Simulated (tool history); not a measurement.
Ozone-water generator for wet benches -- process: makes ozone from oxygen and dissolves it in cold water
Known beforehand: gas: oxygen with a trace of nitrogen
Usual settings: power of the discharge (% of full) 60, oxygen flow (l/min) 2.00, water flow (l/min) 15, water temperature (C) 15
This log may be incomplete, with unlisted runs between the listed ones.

run,hour,power of the discharge (% of full),oxygen flow (l/min),water flow (l/min),water temperature (C),dissolved ozone (ppm),ozone in the gas ahead of the water (g/m3)
1,0.0,60,2.00,15,15,9.1,160.2
2,33.8,60,2.00,15,15,9.2,159.9
3,68.2,60,2.00,15,15,9.0,160.7
4,91.4,60,2.00,15,15,9.3,162.1
5,116.5,60,2.00,15,15,9.1,159.8
6,158.1,60,3.31,15,15,10.4,129.9
7,179.7,60,3.31,15,15,10.3,130.1
8,197.6,60,2.00,15,15,9.0,159.3
9,217.5,60,2.00,15,15,9.1,158.6
10,241.7,60,2.00,15,15,9.0,158.6
11,288.2,60,2.00,15,15,9.0,160.8
12,321.3,85,2.00,15,15,10.9,196.6
13,351.8,85,2.00,15,15,11.0,198.6
14,390.5,85,2.00,15,15,11.3,197.3
15,416.6,59,1.35,13,21,8.9,185.7
16,434.1,59,1.35,13,21,8.6,185.5
17,468.0,60,2.00,12,17,11.1,157.3
18,508.6,41,2.58,12,22,8.7,112.5
19,525.7,72,2.00,12,15,12.7,176.9
20,553.1,72,2.41,14,15,11.4,164.6
21,577.5,96,2.00,15,15,12.1,211.5
22,603.6,87,1.05,10,9,14.8,261.1
23,644.4,87,3.02,18,9,10.7,168.8
24,676.6,60,2.00,24,8,5.4,157.3
25,705.5,64,2.00,15,8,10.1,164.5
26,739.1,60,2.00,11,14,12.5,158.9
27,774.8,60,2.55,15,21,9.1,140.6

The log once held 2 entries between its listed runs, left out of this copy. Where does each go, and what is different about the tool's unlogged condition between the listed run before it and the listed run after it?
In the gap between runs 10 and 11: contactor cleaned (hour 249.1)
  yield of the discharge, % of new electrodes': 97.9 -> 97.8; contactor's efficiency, % of a clean one's: 97.3 -> 96.2
  the result without the hidden state subtracted from the measured one, dissolved ozone (ppm): -0.4 -> -0.4; ozone in the gas ahead of the water (g/m3): -3.1 -> -3.3
In the gap between runs 13 and 14: contactor cleaned, once more (hour 371.9)
  contactor's efficiency, % of a clean one's: 96.1 -> 99.4; true water temperature over the reading, C: 0 -> 0.01
  the result without the hidden state subtracted from the measured one, dissolved ozone (ppm): -0.6 -> -0.3; ozone in the gas ahead of the water (g/m3): -5.4 -> -5.5

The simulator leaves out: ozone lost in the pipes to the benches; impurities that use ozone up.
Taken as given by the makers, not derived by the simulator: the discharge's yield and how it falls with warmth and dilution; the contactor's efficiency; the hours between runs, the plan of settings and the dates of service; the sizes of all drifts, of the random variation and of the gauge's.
